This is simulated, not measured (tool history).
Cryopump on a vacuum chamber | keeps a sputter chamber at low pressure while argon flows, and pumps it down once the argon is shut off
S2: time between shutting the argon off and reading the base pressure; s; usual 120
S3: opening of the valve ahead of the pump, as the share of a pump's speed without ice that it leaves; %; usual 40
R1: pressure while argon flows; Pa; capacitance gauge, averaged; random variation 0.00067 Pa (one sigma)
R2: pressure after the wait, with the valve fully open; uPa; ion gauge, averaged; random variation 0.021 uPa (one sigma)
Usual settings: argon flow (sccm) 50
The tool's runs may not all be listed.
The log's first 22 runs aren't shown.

run 23 hour=480.2 | argon_flow_(sccm)=28 S2=130 S3=40 | R1=0.0636 R2=0.55
run 24 hour=509 | argon_flow_(sccm)=34 S2=130 S3=30 | R1=0.1018 R2=0.5
run 25 hour=523.1 | argon_flow_(sccm)=22 S2=89 S3=30 | R1=0.0664 R2=0.69
run 26 hour=544.1 | argon_flow_(sccm)=22 S2=92 S3=30 | R1=0.0649 R2=0.67
run 27 hour=557.5 | argon_flow_(sccm)=32 S2=39 S3=44 | R1=0.0661 R2=1.12
run 28 hour=573.4 | argon_flow_(sccm)=32 S2=39 S3=44 | R1=0.0657 R2=1.12
run 29 hour=601.8 | argon_flow_(sccm)=32 S2=39 S3=44 | R1=0.065 R2=1.14
run 30 hour=616.6 | argon_flow_(sccm)=32 S2=39 S3=44 | R1=0.0665 R2=1.13
run 31 hour=642.3 | argon_flow_(sccm)=32 S2=90 S3=21 | R1=0.1355 R2=0.64
run 32 hour=660.4 | argon_flow_(sccm)=32 S2=208 S3=42 | R1=0.0693 R2=0.44
run 33 hour=690.6 | argon_flow_(sccm)=71 S2=120 S3=23 | R1=0.276 R2=0.55

Forecast each of these 4 alternatives for the next run:
run A hour=713.2 | argon_flow_(sccm)=20 S2=120 S3=49 | R1=? R2=?
run B hour=713.2 | argon_flow_(sccm)=50 S2=65 S3=15 | R1=? R2=?
run C hour=713.2 | argon_flow_(sccm)=50 S2=181 S3=40 | R1=? R2=?
run D hour=713.2 | argon_flow_(sccm)=50 S2=80 S3=40 | R1=? R2=?

run=A R1=0.0373 R2=0.53
run=B R1=0.2943 R2=0.84
run=C R1=0.1127 R2=0.48
run=D R1=0.1123 R2=0.72
Without the tool's hidden state the same runs would have given:
run=A R1=0.0359 R2=0.37
run=B R1=0.2908 R2=0.66
run=C R1=0.1091 R2=0.32
run=D R1=0.1088 R2=0.55
